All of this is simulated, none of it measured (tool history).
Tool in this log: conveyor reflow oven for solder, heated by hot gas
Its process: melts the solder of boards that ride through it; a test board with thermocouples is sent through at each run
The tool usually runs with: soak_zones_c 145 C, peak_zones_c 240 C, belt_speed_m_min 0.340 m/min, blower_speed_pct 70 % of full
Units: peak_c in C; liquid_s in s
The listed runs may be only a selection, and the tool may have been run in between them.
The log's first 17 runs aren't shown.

run	hour	soak_zones_c	peak_zones_c	belt_speed_m_min	blower_speed_pct	peak_c	liquid_s
18	266.8	154	244	0.394	80	222.9	80.8
19	289.0	154	244	0.394	80	223.0	81.6
20	304.1	145	245	0.288	70	230.1	113.8
# hour 310.9: flux residue cleaned out of gas plates and filters
21	331.5	138	229	0.370	79	212.4	69.2
22	350.8	149	240	0.340	70	224.4	94.2
23	364.5	145	240	0.370	68	219.9	79.9
24	382.2	145	240	0.370	68	220.3	79.9
25	404.8	131	243	0.370	68	219.5	72.9
26	418.5	131	243	0.317	68	225.0	93.1
27	431.9	146	240	0.349	77	224.2	89.8
28	444.0	152	240	0.294	77	230.4	116.1
29	465.0	152	240	0.294	77	230.0	116.5
30	485.5	152	240	0.294	77	229.6	115.8

What if the next run were any one of these 4? Each begins from the tool's condition after run 30:
A	504.8	152	240	0.294	55	?	?
B	504.8	139	236	0.276	77	?	?
C	504.8	152	240	0.294	58	?	?
D	504.8	140	240	0.294	77	?	?

run	peak_c	liquid_s
A	225.2	111.7
B	225.9	112.9
C	225.9	113.3
D	227.9	107.5
Had the tool no hidden state, the same runs would have come out as:
run	peak_c	liquid_s
A	224.6	108.3
B	225.6	109.8
C	225.4	109.9
D	227.6	104.5
